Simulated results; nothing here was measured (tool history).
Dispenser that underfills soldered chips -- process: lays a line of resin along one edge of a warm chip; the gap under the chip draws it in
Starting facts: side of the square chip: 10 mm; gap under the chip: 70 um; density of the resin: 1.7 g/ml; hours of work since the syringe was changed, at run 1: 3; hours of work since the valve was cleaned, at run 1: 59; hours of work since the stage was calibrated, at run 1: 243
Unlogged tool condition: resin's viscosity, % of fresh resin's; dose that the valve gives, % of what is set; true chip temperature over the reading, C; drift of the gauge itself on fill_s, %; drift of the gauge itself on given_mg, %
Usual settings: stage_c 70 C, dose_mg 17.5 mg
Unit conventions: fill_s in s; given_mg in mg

| run | hour | stage_c | dose_mg | hours of work since the syringe was changed | hours of work since the valve was cleaned | hours of work since the stage was calibrated | fill_s | given_mg |
|---|---|---|---|---|---|---|---|---|
| 1 | 0 | 70 | 17.5 | 3 | 59 | 243 | 85 | 16.94 |
| 2 | 9.2 | 70 | 17.5 | 10 | 65 | 249 | 108 | 16.93 |
|  | 10.5 | new syringe of resin |
| 3 | 14.8 | 57 | 17.5 | 3 | 69 | 253 | 172.2 | 16.76 |
| 4 | 20 | 57 | 17.5 | 7 | 73 | 257 | 195.9 | 16.8 |
|  | 25.1 | new syringe of resin |
| 5 | 27.7 | 57 | 17.7 | 2 | 78 | 262 | 165.8 | 16.93 |
| 6 | 38 | 62 | 17.7 | 9 | 86 | 269 | 162.6 | 16.84 |
|  | 39.6 | new syringe of resin |
| 7 | 46.2 | 70 | 17.5 | 5 | 91 | 275 | 93.6 | 16.53 |
| 8 | 50.6 | 70 | 17.5 | 8 | 94 | 278 | 102.7 | 16.54 |
|  | 54.7 | new syringe of resin |
| 9 | 58.7 | 70 | 17.5 | 3 | 100 | 284 | 86.5 | 16.64 |
| 10 | 67.5 | 70 | 17.5 | 9 | 106 | 290 | 106.9 | 16.52 |
|  | 69.2 | new syringe of resin |
| 11 | 73.4 | 70 | 17.5 | 3 | 110 | 294 | 87.4 | 16.41 |
| 12 | 78 | 70 | 19.4 | 6 | 114 | 297 | 94.9 | 18.15 |
|  | 83.7 | new syringe of resin |
| 13 | 87.3 | 70 | 19.4 | 3 | 120 | 304 | 84 | 18.04 |
| 14 | 92.2 | 70 | 19.4 | 6 | 123 | 307 | 96.9 | 17.85 |
| 15 | 96.4 | 81 | 17.5 | 9 | 126 | 310 | 64.9 | 16.22 |
|  | 98.7 | new syringe of resin |
| 16 | 103.7 | 59 | 19.3 | 4 | 131 | 315 | 154.1 | 17.84 |

The next listed run, before its measurement:
|  | 112.5 | dispensing valve cleaned and set on the balance |
|  | 114.4 | new syringe of resin |
| 17 | 114.4 | 64 | 21.2 | 0 | 1 | 322 | ? | ? |

Run 17 came out at fill_s 101.3 s, given_mg 21.24 mg.
Minus the tool's unlogged condition, the same run would have read fill_s 90.9 s, given_mg 21.22 mg.
